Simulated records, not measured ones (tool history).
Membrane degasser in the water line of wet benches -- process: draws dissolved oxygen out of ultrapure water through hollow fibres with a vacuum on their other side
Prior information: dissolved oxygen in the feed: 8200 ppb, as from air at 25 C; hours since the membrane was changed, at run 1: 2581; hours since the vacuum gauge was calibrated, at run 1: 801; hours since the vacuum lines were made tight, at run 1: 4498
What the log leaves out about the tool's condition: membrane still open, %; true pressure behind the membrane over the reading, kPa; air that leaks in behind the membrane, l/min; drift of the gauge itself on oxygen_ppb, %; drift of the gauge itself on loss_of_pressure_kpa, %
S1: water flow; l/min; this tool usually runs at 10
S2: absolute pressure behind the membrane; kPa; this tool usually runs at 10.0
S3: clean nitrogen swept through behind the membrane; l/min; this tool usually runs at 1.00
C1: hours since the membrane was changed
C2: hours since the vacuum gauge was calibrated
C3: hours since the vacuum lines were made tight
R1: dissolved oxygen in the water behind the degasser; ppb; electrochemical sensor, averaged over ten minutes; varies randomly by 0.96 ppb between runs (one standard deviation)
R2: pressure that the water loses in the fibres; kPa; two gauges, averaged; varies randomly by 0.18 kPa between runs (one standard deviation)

{"run": 1, "hour": 0.0, "S1": 10, "S2": 10.0, "S3": 1.0, "C1": 2581, "C2": 801, "C3": 4498, "R1": 166.0, "R2": 35.04}
{"run": 2, "hour": 109.8, "S1": 10, "S2": 10.0, "S3": 1.0, "C1": 2691, "C2": 911, "C3": 4607, "R1": 164.3, "R2": 35.45}
{"run": 3, "hour": 272.7, "S1": 7, "S2": 10.0, "S3": 1.0, "C1": 2854, "C2": 1074, "C3": 4770, "R1": 118.7, "R2": 24.64}
{"run": 4, "hour": 357.7, "S1": 7, "S2": 10.0, "S3": 1.0, "C1": 2939, "C2": 1159, "C3": 4855, "R1": 119.2, "R2": 24.6}
{"run": 5, "hour": 478.2, "S1": 10, "S2": 10.0, "S3": 1.0, "C1": 3059, "C2": 1280, "C3": 4976, "R1": 164.0, "R2": 34.91}
{"run": 6, "hour": 572.9, "S1": 10, "S2": 10.0, "S3": 1.0, "C1": 3154, "C2": 1374, "C3": 5070, "R1": 165.4, "R2": 35.45}
{"run": 7, "hour": 685.7, "S1": 10, "S2": 10.0, "S3": 1.0, "C1": 3267, "C2": 1487, "C3": 5183, "R1": 166.9, "R2": 35.41}
{"run": 8, "hour": 776.9, "S1": 10, "S2": 10.0, "S3": 1.0, "C1": 3358, "C2": 1578, "C3": 5274, "R1": 165.1, "R2": 35.28}
{"run": 9, "hour": 868.6, "S1": 10, "S2": 10.0, "S3": 1.0, "C1": 3449, "C2": 1670, "C3": 5366, "R1": 165.4, "R2": 35.18}
{"run": 10, "hour": 1006.3, "S1": 15, "S2": 10.0, "S3": 1.0, "C1": 3587, "C2": 1808, "C3": 5504, "R1": 242.7, "R2": 53.0}
{"run": 11, "hour": 1147.4, "S1": 15, "S2": 21.8, "S3": 1.0, "C1": 3728, "C2": 1949, "C3": 5645, "R1": 617.7, "R2": 53.2}
{"run": 12, "hour": 1263.5, "S1": 15, "S2": 21.8, "S3": 1.0, "C1": 3844, "C2": 2065, "C3": 5761, "R1": 610.2, "R2": 53.11}
{"run": 13, "hour": 1394.8, "S1": 15, "S2": 21.8, "S3": 1.0, "C1": 3976, "C2": 2196, "C3": 5892, "R1": 616.4, "R2": 53.23}
{"run": 14, "hour": 1506.4, "S1": 15, "S2": 21.8, "S3": 1.0, "C1": 4087, "C2": 2308, "C3": 6004, "R1": 614.8, "R2": 53.33}
{"run": 15, "hour": 1648.2, "S1": 10, "S2": 10.0, "S3": 1.0, "C1": 4229, "C2": 2450, "C3": 6146, "R1": 167.1, "R2": 35.58}
{"run": 16, "hour": 1803.5, "S1": 10, "S2": 10.0, "S3": 1.0, "C1": 4384, "C2": 2605, "C3": 6301, "R1": 168.2, "R2": 35.66}
{"run": 17, "hour": 1922.0, "S1": 10, "S2": 10.0, "S3": 1.0, "C1": 4503, "C2": 2723, "C3": 6420, "R1": 167.2, "R2": 36.05}
{"hour": 1936.5, "done": "vacuum gauge calibrated"}
{"run": 18, "hour": 2081.0, "S1": 10, "S2": 10.0, "S3": 1.0, "C1": 4661, "C2": 144, "C3": 6578, "R1": 169.6, "R2": 35.43}
{"run": 19, "hour": 2233.7, "S1": 8, "S2": 20.3, "S3": 1.47, "C1": 4814, "C2": 297, "C3": 6731, "R1": 231.5, "R2": 28.32}
{"run": 20, "hour": 2401.7, "S1": 14, "S2": 10.0, "S3": 1.13, "C1": 4982, "C2": 465, "C3": 6899, "R1": 207.5, "R2": 49.96}
{"hour": 2515.1, "done": "seals of the vacuum lines changed"}
{"run": 21, "hour": 2559.6, "S1": 12, "S2": 10.0, "S3": 2.17, "C1": 5138, "C2": 621, "C3": 44, "R1": 99.1, "R2": 42.67}
{"hour": 2634.0, "done": "vacuum gauge calibrated, once more"}
{"run": 22, "hour": 2695.7, "S1": 16, "S2": 16.6, "S3": 1.31, "C1": 5274, "C2": 62, "C3": 180, "R1": 380.4, "R2": 56.88}
{"run": 23, "hour": 2872.0, "S1": 11, "S2": 17.8, "S3": 0.41, "C1": 5450, "C2": 238, "C3": 356, "R1": 775.7, "R2": 39.22}
{"run": 24, "hour": 2972.2, "S1": 11, "S2": 10.9, "S3": 0.41, "C1": 5550, "C2": 338, "C3": 457, "R1": 430.6, "R2": 39.07}
{"run": 25, "hour": 3141.9, "S1": 8, "S2": 22.4, "S3": 0.75, "C1": 5720, "C2": 508, "C3": 626, "R1": 463.3, "R2": 28.73}
{"run": 26, "hour": 3225.4, "S1": 11, "S2": 19.7, "S3": 0.75, "C1": 5803, "C2": 591, "C3": 710, "R1": 529.1, "R2": 39.19}
{"run": 27, "hour": 3378.6, "S1": 11, "S2": 13.8, "S3": 0.69, "C1": 5957, "C2": 745, "C3": 863, "R1": 380.7, "R2": 39.69}
{"run": 28, "hour": 3530.5, "S1": 11, "S2": 13.8, "S3": 0.69, "C1": 6108, "C2": 897, "C3": 1015, "R1": 377.8, "R2": 39.37}
{"run": 29, "hour": 3696.3, "S1": 7, "S2": 17.8, "S3": 1.03, "C1": 6274, "C2": 1062, "C3": 1181, "R1": 238.6, "R2": 25.1}
{"run": 30, "hour": 3814.3, "S1": 8, "S2": 19.2, "S3": 0.61, "C1": 6392, "C2": 1180, "C3": 1299, "R1": 470.7, "R2": 28.8}
{"run": 31, "hour": 3903.3, "S1": 12, "S2": 22.7, "S3": 0.65, "C1": 6481, "C2": 1269, "C3": 1388, "R1": 758.0, "R2": 42.83}
{"run": 32, "hour": 4013.4, "S1": 14, "S2": 9.4, "S3": 0.81, "C1": 6591, "C2": 1379, "C3": 1498, "R1": 247.4, "R2": 49.62}

4 options for the next run, each taken on its own from the tool as it stands now. Forecast them:
{"run": "A", "hour": 4112.1, "S1": 15, "S2": 10.0, "S3": 0.46, "C1": 6690, "C2": 1478, "C3": 1597, "R1": "?", "R2": "?"}
{"run": "B", "hour": 4112.1, "S1": 8, "S2": 9.0, "S3": 0.52, "C1": 6690, "C2": 1478, "C3": 1597, "R1": "?", "R2": "?"}
{"run": "C", "hour": 4112.1, "S1": 11, "S2": 9.4, "S3": 0.54, "C1": 6690, "C2": 1478, "C3": 1597, "R1": "?", "R2": "?"}
{"run": "D", "hour": 4112.1, "S1": 10, "S2": 9.6, "S3": 1.75, "C1": 6690, "C2": 1478, "C3": 1597, "R1": "?", "R2": "?"}

run=A R1=455.9 R2=53.97
run=B R1=204.2 R2=28.68
run=C R1=282.0 R2=39.74
run=D R1=94.3 R2=36.09
What these runs would have given with no unlogged condition in the tool:
run=A R1=451.9 R2=52.29
run=B R1=202.3 R2=27.78
run=C R1=279.3 R2=38.51
run=D R1=92.6 R2=34.97
